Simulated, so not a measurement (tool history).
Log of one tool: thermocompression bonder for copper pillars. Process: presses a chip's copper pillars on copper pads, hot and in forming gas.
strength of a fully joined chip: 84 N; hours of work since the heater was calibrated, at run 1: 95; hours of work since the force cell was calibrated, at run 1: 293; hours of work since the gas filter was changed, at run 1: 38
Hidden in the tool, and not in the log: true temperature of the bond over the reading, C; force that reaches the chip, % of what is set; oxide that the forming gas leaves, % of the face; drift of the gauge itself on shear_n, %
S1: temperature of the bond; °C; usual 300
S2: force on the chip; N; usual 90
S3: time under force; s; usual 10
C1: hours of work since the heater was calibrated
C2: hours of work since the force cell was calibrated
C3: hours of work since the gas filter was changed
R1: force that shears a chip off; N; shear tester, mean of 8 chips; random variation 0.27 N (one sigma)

run 1 hour=0 | S1=300 S2=90 S3=10 | C1=95 C2=293 C3=38 | R1=49.6
run 2 hour=11.9 | S1=300 S2=111 S3=10 | C1=101 C2=299 C3=45 | R1=54.7
run 3 hour=24.3 | S1=300 S2=90 S3=10 | C1=107 C2=305 C3=51 | R1=50
run 4 hour=33.6 | S1=300 S2=90 S3=10 | C1=112 C2=310 C3=56 | R1=50.2
run 5 hour=41.8 | S1=300 S2=90 S3=10 | C1=116 C2=314 C3=60 | R1=49.5
run 6 hour=50.7 | S1=300 S2=90 S3=10 | C1=121 C2=319 C3=64 | R1=49.7
run 7 hour=68.7 | S1=300 S2=90 S3=10 | C1=130 C2=328 C3=74 | R1=49.9
run 8 hour=78.9 | S1=300 S2=90 S3=10 | C1=135 C2=333 C3=79 | R1=50.5
run 9 hour=90.7 | S1=300 S2=114 S3=10 | C1=141 C2=339 C3=85 | R1=55.4
run 10 hour=100.6 | S1=300 S2=90 S3=10 | C1=146 C2=344 C3=90 | R1=50.2
run 11 hour=117.3 | S1=300 S2=90 S3=10 | C1=155 C2=353 C3=98 | R1=50.6
run 12 hour=126 | S1=300 S2=90 S3=10 | C1=159 C2=357 C3=103 | R1=50.2
run 13 hour=140.3 | S1=300 S2=90 S3=10 | C1=167 C2=365 C3=110 | R1=50.9
run 14 hour=148.2 | S1=300 S2=80 S3=10 | C1=171 C2=369 C3=114 | R1=47.8
run 15 hour=158.9 | S1=300 S2=80 S3=10 | C1=176 C2=374 C3=120 | R1=48.3
run 16 hour=175.2 | S1=300 S2=62 S3=13 | C1=184 C2=382 C3=128 | R1=45.9
-- hour=178.1 gauge calibrated
run 17 hour=186.2 | S1=297 S2=69 S3=10 | C1=190 C2=388 C3=134 | R1=42.6
run 18 hour=198 | S1=317 S2=66 S3=6 | C1=196 C2=394 C3=140 | R1=40.2
run 19 hour=210.9 | S1=271 S2=99 S3=6 | C1=203 C2=401 C3=146 | R1=34.5
run 20 hour=220.3 | S1=271 S2=99 S3=6 | C1=207 C2=405 C3=151 | R1=34.9
run 21 hour=233.3 | S1=300 S2=90 S3=15 | C1=214 C2=412 C3=158 | R1=56.4
run 22 hour=249.9 | S1=313 S2=90 S3=12 | C1=223 C2=421 C3=166 | R1=56.8
run 23 hour=267.6 | S1=313 S2=76 S3=11 | C1=232 C2=430 C3=175 | R1=51.6
-- hour=270.5 forming gas filter changed
run 24 hour=276.4 | S1=320 S2=76 S3=9 | C1=236 C2=434 C3=3 | R1=51.1
run 25 hour=287 | S1=320 S2=76 S3=9 | C1=241 C2=439 C3=8 | R1=51.5
run 26 hour=305.1 | S1=320 S2=76 S3=9 | C1=250 C2=449 C3=18 | R1=51.4

4 ways to go on from here, each from the tool as it stands after run 26. What would each give?
run A hour=317.5 | S1=327 S2=125 S3=12 | C1=257 C2=455 C3=24 | R1=?
run B hour=317.5 | S1=300 S2=90 S3=16 | C1=257 C2=455 C3=24 | R1=?
run C hour=317.5 | S1=274 S2=90 S3=10 | C1=257 C2=455 C3=24 | R1=?
run D hour=317.5 | S1=300 S2=90 S3=20 | C1=257 C2=455 C3=24 | R1=?

run=A R1=69.3
run=B R1=57.6
run=C R1=41.9
run=D R1=61.1
Without the tool's hidden state the same runs would have given:
run=A R1=67.9
run=B R1=56.4
run=C R1=41.1
run=D R1=59.9
